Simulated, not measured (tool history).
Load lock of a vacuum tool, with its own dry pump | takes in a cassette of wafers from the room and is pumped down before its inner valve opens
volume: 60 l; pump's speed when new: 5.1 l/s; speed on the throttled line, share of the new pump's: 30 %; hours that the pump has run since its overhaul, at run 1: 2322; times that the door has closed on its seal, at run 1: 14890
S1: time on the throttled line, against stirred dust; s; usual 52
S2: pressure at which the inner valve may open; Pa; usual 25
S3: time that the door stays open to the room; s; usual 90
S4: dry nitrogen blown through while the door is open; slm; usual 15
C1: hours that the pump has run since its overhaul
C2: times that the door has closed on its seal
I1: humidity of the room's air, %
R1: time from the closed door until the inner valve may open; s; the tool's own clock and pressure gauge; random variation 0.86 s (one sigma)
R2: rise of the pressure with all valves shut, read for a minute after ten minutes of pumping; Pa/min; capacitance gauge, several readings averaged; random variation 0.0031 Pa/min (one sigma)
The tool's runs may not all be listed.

{"run": 1, "hour": 0.0, "S1": 52, "S2": 25, "S3": 90, "S4": 15, "C1": 2322, "C2": 14890, "I1": 44.3, "R1": 135.2, "R2": 0.121}
{"run": 2, "hour": 328.7, "S1": 52, "S2": 19, "S3": 90, "S4": 15, "C1": 2650, "C2": 16093, "I1": 42.6, "R1": 139.1, "R2": 0.128}
{"run": 3, "hour": 729.8, "S1": 52, "S2": 25, "S3": 51, "S4": 15, "C1": 3052, "C2": 17561, "I1": 41.3, "R1": 134.7, "R2": 0.121}
{"run": 4, "hour": 1379.7, "S1": 52, "S2": 25, "S3": 90, "S4": 15, "C1": 3701, "C2": 19939, "I1": 47.4, "R1": 135.7, "R2": 0.174}
{"run": 5, "hour": 1729.9, "S1": 52, "S2": 25, "S3": 90, "S4": 15, "C1": 4052, "C2": 21220, "I1": 42.7, "R1": 137.3, "R2": 0.178}
{"run": 6, "hour": 2185.3, "S1": 52, "S2": 25, "S3": 90, "S4": 15, "C1": 4507, "C2": 22887, "I1": 45.0, "R1": 137.3, "R2": 0.189}
{"run": 7, "hour": 2750.4, "S1": 52, "S2": 25, "S3": 90, "S4": 15, "C1": 5072, "C2": 24955, "I1": 40.5, "R1": 136.2, "R2": 0.21}
{"run": 8, "hour": 3077.2, "S1": 48, "S2": 34, "S3": 90, "S4": 15, "C1": 5399, "C2": 26151, "I1": 42.3, "R1": 131.4, "R2": 0.216}
{"run": 9, "hour": 3788.4, "S1": 33, "S2": 25, "S3": 72, "S4": 4, "C1": 6110, "C2": 28753, "I1": 47.0, "R1": 124.1, "R2": 0.261}
{"run": 10, "hour": 4342.6, "S1": 33, "S2": 25, "S3": 72, "S4": 4, "C1": 6664, "C2": 30781, "I1": 46.7, "R1": 126.0, "R2": 0.297}
{"run": 11, "hour": 4715.4, "S1": 52, "S2": 33, "S3": 196, "S4": 12, "C1": 7037, "C2": 32145, "I1": 44.1, "R1": 136.8, "R2": 0.345}
{"run": 12, "hour": 5442.8, "S1": 52, "S2": 49, "S3": 26, "S4": 6, "C1": 7764, "C2": 34807, "I1": 44.7, "R1": 131.0, "R2": 0.295}
{"run": 13, "hour": 5907.5, "S1": 52, "S2": 49, "S3": 26, "S4": 13, "C1": 8229, "C2": 36508, "I1": 47.1, "R1": 131.8, "R2": 0.312}

Forecast each of these 5 alternatives for the next run:
{"run": "A", "hour": 6326.9, "S1": 52, "S2": 25, "S3": 61, "S4": 12, "C1": 8649, "C2": 38042, "I1": 47.1, "R1": "?", "R2": "?"}
{"run": "B", "hour": 6326.9, "S1": 52, "S2": 37, "S3": 71, "S4": 13, "C1": 8649, "C2": 38042, "I1": 42.4, "R1": "?", "R2": "?"}
{"run": "C", "hour": 6326.9, "S1": 52, "S2": 49, "S3": 41, "S4": 39, "C1": 8649, "C2": 38042, "I1": 43.2, "R1": "?", "R2": "?"}
{"run": "D", "hour": 6326.9, "S1": 52, "S2": 25, "S3": 47, "S4": 15, "C1": 8649, "C2": 38042, "I1": 44.5, "R1": "?", "R2": "?"}
{"run": "E", "hour": 6326.9, "S1": 52, "S2": 49, "S3": 77, "S4": 13, "C1": 8649, "C2": 38042, "I1": 44.7, "R1": "?", "R2": "?"}

run=A R1=140.0 R2=0.365
run=B R1=136.3 R2=0.359
run=C R1=132.5 R2=0.334
run=D R1=139.6 R2=0.350
run=E R1=130.2 R2=0.368
Without the tool's hidden state the same runs would have given:
run=A R1=134.4 R2=0.051
run=B R1=131.0 R2=0.046
run=C R1=127.2 R2=0.018
run=D R1=134.0 R2=0.036
run=E R1=125.2 R2=0.055
